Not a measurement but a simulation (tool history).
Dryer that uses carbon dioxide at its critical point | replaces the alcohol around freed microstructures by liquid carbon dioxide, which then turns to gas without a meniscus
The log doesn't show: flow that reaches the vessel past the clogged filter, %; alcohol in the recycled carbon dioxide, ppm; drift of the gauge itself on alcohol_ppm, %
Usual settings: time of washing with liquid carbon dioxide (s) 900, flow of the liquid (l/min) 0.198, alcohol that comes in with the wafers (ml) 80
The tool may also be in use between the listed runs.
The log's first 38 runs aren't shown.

run    hour  time of washing with liquid carbon dioxide (s)  flow of the liquid (l/min)  alcohol that comes in with the wafers (ml)  hours of work since the filter was changed  hours of work since the purifier's bed was changed  alcohol left in the vessel before it's heated (ppm by volume)
 39  1068.9                                             900                       0.198                                          32                                          36                                                 402                                                            509
 40  1099.9                                             900                       0.198                                          32                                          46                                                 412                                                            521
 41  1135.2                                            1020                       0.198                                          57                                          57                                                 423                                                            500
 42  1155.1                                            1260                       0.156                                          20                                          64                                                 429                                                            329
 43  1182.8                                            1380                       0.335                                          80                                          72                                                 438                                                            183
 44  1211.1                                            1080                       0.186                                          86                                          81                                                 447                                                            760
 45  1231.9                                             600                       0.198                                         119                                          88                                                 453                                                           8353
 46  1267.4                                            1020                       0.198                                          80                                          99                                                 465                                                            780

5 ways to go on from here, each from the tool as it stands after run 46. What would each give?
  A  1296.7                                             720                       0.226                                          28                                         108                                                 474                                                              ?
  B  1296.7                                             900                        0.18                                         117                                         108                                                 474                                                              ?
  C  1296.7                                             900                       0.198                                          80                                         108                                                 474                                                              ?
  D  1296.7                                             900                       0.161                                          44                                         108                                                 474                                                              ?
  E  1296.7                                            1020                       0.198                                          21                                         108                                                 474                                                              ?

run  alcohol left in the vessel before it's heated (ppm by volume)
  A                                                            810
  B                                                           2833
  C                                                           1356
  D                                                           1797
  E                                                            348
Without the tool's hidden state the same runs would have given:
run  alcohol left in the vessel before it's heated (ppm by volume)
  A                                                            386
  B                                                           1648
  C                                                            694
  D                                                           1051
  E                                                             85

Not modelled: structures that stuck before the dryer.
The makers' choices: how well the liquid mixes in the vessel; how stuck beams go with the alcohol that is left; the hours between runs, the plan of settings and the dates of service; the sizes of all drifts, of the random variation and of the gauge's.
